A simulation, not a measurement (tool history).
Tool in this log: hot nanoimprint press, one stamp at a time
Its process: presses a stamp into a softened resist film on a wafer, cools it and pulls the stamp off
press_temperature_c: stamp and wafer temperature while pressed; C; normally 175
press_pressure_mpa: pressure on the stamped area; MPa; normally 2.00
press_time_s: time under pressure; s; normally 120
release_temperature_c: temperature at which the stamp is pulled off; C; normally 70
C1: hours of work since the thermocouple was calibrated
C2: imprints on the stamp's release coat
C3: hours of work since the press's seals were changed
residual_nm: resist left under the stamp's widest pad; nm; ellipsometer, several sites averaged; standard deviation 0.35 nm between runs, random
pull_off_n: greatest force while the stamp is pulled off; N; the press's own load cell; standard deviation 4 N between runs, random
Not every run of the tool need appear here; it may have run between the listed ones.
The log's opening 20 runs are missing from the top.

Run 21, hour 145.9: usual settings but press_temperature_c 186 C, release_temperature_c 72 C; C1 117; C2 893; C3 277. Result: residual_nm 78.0 nm, pull_off_n 187 N.
Run 22, hour 152.0: usual settings but press_temperature_c 176 C, press_pressure_mpa 2.53 MPa, press_time_s 151 s, release_temperature_c 72 C; C1 121; C2 910; C3 281. Result: residual_nm 109.1 nm, pull_off_n 178 N.
Run 23, hour 160.9: usual settings but press_temperature_c 178 C, press_pressure_mpa 1.55 MPa, press_time_s 118 s, release_temperature_c 56 C; C1 126; C2 935; C3 286. Result: residual_nm 136.0 nm, pull_off_n 274 N.
Run 24, hour 166.6: usual settings but press_temperature_c 178 C, press_pressure_mpa 1.55 MPa, press_time_s 118 s, release_temperature_c 56 C; C1 129; C2 951; C3 289. Result: residual_nm 135.9 nm, pull_off_n 273 N.
Run 25, hour 174.4: usual settings but press_temperature_c 178 C, press_pressure_mpa 1.55 MPa, press_time_s 118 s, release_temperature_c 56 C; C1 134; C2 973; C3 294. Result: residual_nm 135.3 nm, pull_off_n 276 N.
Run 26, hour 183.1: usual settings but release_temperature_c 71 C; C1 139; C2 997; C3 299. Result: residual_nm 140.7 nm, pull_off_n 196 N.
Run 27, hour 188.4: usual settings but press_temperature_c 177 C, press_pressure_mpa 1.24 MPa, press_time_s 142 s, release_temperature_c 75 C; C1 142; C2 1012; C3 302. Result: residual_nm 145.1 nm, pull_off_n 160 N.
Run 28, hour 193.9: usual settings but press_temperature_c 166 C, press_pressure_mpa 2.15 MPa, press_time_s 109 s, release_temperature_c 60 C; C1 145; C2 1028; C3 305. Result: residual_nm 225.6 nm, pull_off_n 241 N.
Run 29, hour 201.8: usual settings but press_temperature_c 174 C, press_time_s 65 s, release_temperature_c 66 C; C1 150; C2 1050; C3 310. Result: residual_nm 188.1 nm, pull_off_n 209 N.
Run 30, hour 209.3: usual settings but press_temperature_c 171 C, press_pressure_mpa 3.07 MPa; C1 154; C2 1070; C3 314. Result: residual_nm 146.9 nm, pull_off_n 190 N.

3 options for the next run, each taken on its own from the tool as it stands now. Forecast them:
Run A, hour 220.0: usual settings but press_time_s 127 s, release_temperature_c 55 C; C1 160; C2 1100; C3 320. Result: residual_nm ?, pull_off_n ?.
Run B, hour 220.0: usual settings but press_pressure_mpa 2.99 MPa; C1 160; C2 1100; C3 320. Result: residual_nm ?, pull_off_n ?.
Run C, hour 220.0: usual settings but press_temperature_c 178 C, press_pressure_mpa 1.84 MPa, press_time_s 235 s; C1 160; C2 1100; C3 320. Result: residual_nm ?, pull_off_n ?.

run  residual_nm  pull_off_n
  A        138.0         277
  B        118.4         191
  C         92.4         199
The same runs, with their run-to-run variation unchanged, on a tool lacking any hidden condition would have given:
run  residual_nm  pull_off_n
  A        138.1         275
  B        118.4         190
  C         92.4         198
